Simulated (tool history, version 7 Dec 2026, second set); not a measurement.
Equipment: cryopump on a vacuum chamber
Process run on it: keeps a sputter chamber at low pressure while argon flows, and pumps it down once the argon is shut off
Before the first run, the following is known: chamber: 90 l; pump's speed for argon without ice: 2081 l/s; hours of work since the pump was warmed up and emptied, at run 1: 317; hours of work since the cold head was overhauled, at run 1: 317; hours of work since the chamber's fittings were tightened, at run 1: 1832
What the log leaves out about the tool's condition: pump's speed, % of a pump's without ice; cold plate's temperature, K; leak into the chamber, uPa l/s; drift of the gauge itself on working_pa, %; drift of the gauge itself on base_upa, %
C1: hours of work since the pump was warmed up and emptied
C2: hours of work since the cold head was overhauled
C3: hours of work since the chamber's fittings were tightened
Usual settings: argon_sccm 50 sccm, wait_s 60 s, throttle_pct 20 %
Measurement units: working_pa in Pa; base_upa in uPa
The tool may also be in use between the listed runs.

{"run": 1, "hour": 0.0, "argon_sccm": 50, "wait_s": 60, "throttle_pct": 20, "C1": 317, "C2": 317, "C3": 1832, "working_pa": 0.2101, "base_upa": 2.51}
{"run": 2, "hour": 15.4, "argon_sccm": 50, "wait_s": 60, "throttle_pct": 20, "C1": 327, "C2": 327, "C3": 1842, "working_pa": 0.2099, "base_upa": 2.47}
{"run": 3, "hour": 30.1, "argon_sccm": 30, "wait_s": 60, "throttle_pct": 20, "C1": 336, "C2": 336, "C3": 1851, "working_pa": 0.1257, "base_upa": 2.54}
{"run": 4, "hour": 58.0, "argon_sccm": 50, "wait_s": 60, "throttle_pct": 20, "C1": 354, "C2": 354, "C3": 1868, "working_pa": 0.2099, "base_upa": 2.56}
{"run": 5, "hour": 83.1, "argon_sccm": 50, "wait_s": 60, "throttle_pct": 20, "C1": 369, "C2": 369, "C3": 1884, "working_pa": 0.212, "base_upa": 2.57}
{"run": 6, "hour": 102.9, "argon_sccm": 50, "wait_s": 60, "throttle_pct": 20, "C1": 382, "C2": 382, "C3": 1896, "working_pa": 0.2134, "base_upa": 2.57}
{"run": 7, "hour": 117.3, "argon_sccm": 50, "wait_s": 60, "throttle_pct": 20, "C1": 391, "C2": 391, "C3": 1905, "working_pa": 0.211, "base_upa": 2.69}
{"run": 8, "hour": 133.3, "argon_sccm": 69, "wait_s": 60, "throttle_pct": 20, "C1": 401, "C2": 401, "C3": 1915, "working_pa": 0.2902, "base_upa": 2.66}
{"run": 9, "hour": 160.3, "argon_sccm": 69, "wait_s": 60, "throttle_pct": 20, "C1": 418, "C2": 418, "C3": 1932, "working_pa": 0.2918, "base_upa": 2.67}
{"run": 10, "hour": 182.1, "argon_sccm": 50, "wait_s": 60, "throttle_pct": 20, "C1": 431, "C2": 431, "C3": 1946, "working_pa": 0.2132, "base_upa": 2.64}
{"run": 11, "hour": 202.5, "argon_sccm": 50, "wait_s": 60, "throttle_pct": 20, "C1": 444, "C2": 444, "C3": 1959, "working_pa": 0.2123, "base_upa": 2.64}
{"run": 12, "hour": 232.6, "argon_sccm": 50, "wait_s": 60, "throttle_pct": 20, "C1": 463, "C2": 463, "C3": 1978, "working_pa": 0.2106, "base_upa": 2.66}
{"run": 13, "hour": 253.4, "argon_sccm": 55, "wait_s": 59, "throttle_pct": 20, "C1": 476, "C2": 476, "C3": 1991, "working_pa": 0.234, "base_upa": 2.8}
{"run": 14, "hour": 278.7, "argon_sccm": 75, "wait_s": 36, "throttle_pct": 37, "C1": 492, "C2": 492, "C3": 2007, "working_pa": 0.1806, "base_upa": 3.57}
{"run": 15, "hour": 298.6, "argon_sccm": 22, "wait_s": 36, "throttle_pct": 35, "C1": 504, "C2": 504, "C3": 2019, "working_pa": 0.0563, "base_upa": 3.45}
{"hour": 318.3, "done": "pump warmed up, emptied and cooled again"}
{"run": 16, "hour": 326.0, "argon_sccm": 22, "wait_s": 36, "throttle_pct": 35, "C1": 5, "C2": 518, "C3": 2033, "working_pa": 0.0516, "base_upa": 3.26}
{"run": 17, "hour": 341.8, "argon_sccm": 22, "wait_s": 36, "throttle_pct": 35, "C1": 15, "C2": 528, "C3": 2043, "working_pa": 0.0506, "base_upa": 3.27}
{"run": 18, "hour": 368.2, "argon_sccm": 21, "wait_s": 36, "throttle_pct": 45, "C1": 31, "C2": 545, "C3": 2060, "working_pa": 0.0378, "base_upa": 3.23}
{"run": 19, "hour": 395.0, "argon_sccm": 21, "wait_s": 36, "throttle_pct": 45, "C1": 48, "C2": 562, "C3": 2076, "working_pa": 0.0393, "base_upa": 3.27}
{"run": 20, "hour": 418.6, "argon_sccm": 21, "wait_s": 36, "throttle_pct": 45, "C1": 63, "C2": 576, "C3": 2091, "working_pa": 0.0391, "base_upa": 3.24}
{"run": 21, "hour": 444.1, "argon_sccm": 22, "wait_s": 25, "throttle_pct": 19, "C1": 79, "C2": 592, "C3": 2107, "working_pa": 0.0942, "base_upa": 4.21}
{"run": 22, "hour": 467.6, "argon_sccm": 29, "wait_s": 25, "throttle_pct": 18, "C1": 94, "C2": 607, "C3": 2122, "working_pa": 0.1318, "base_upa": 4.13}
{"run": 23, "hour": 493.5, "argon_sccm": 82, "wait_s": 34, "throttle_pct": 34, "C1": 110, "C2": 623, "C3": 2138, "working_pa": 0.1997, "base_upa": 3.47}

Branching from run 23: 4 alternative next runs. What would each branch give?
{"run": "A", "hour": 522.9, "argon_sccm": 50, "wait_s": 174, "throttle_pct": 42, "C1": 128, "C2": 642, "C3": 2157, "working_pa": "?", "base_upa": "?"}
{"run": "B", "hour": 522.9, "argon_sccm": 65, "wait_s": 34, "throttle_pct": 25, "C1": 128, "C2": 642, "C3": 2157, "working_pa": "?", "base_upa": "?"}
{"run": "C", "hour": 522.9, "argon_sccm": 50, "wait_s": 20, "throttle_pct": 18, "C1": 128, "C2": 642, "C3": 2157, "working_pa": "?", "base_upa": "?"}
{"run": "D", "hour": 522.9, "argon_sccm": 20, "wait_s": 66, "throttle_pct": 55, "C1": 128, "C2": 642, "C3": 2157, "working_pa": "?", "base_upa": "?"}

run=A working_pa=0.101 base_upa=1.8
run=B working_pa=0.2139 base_upa=3.55
run=C working_pa=0.2287 base_upa=4.86
run=D working_pa=0.0302 base_upa=2.57
What these runs would have given with no unlogged condition in the tool:
run=A working_pa=0.098 base_upa=0.51
run=B working_pa=0.21 base_upa=2.19
run=C working_pa=0.2257 base_upa=3.53
run=D working_pa=0.029 base_upa=1.2
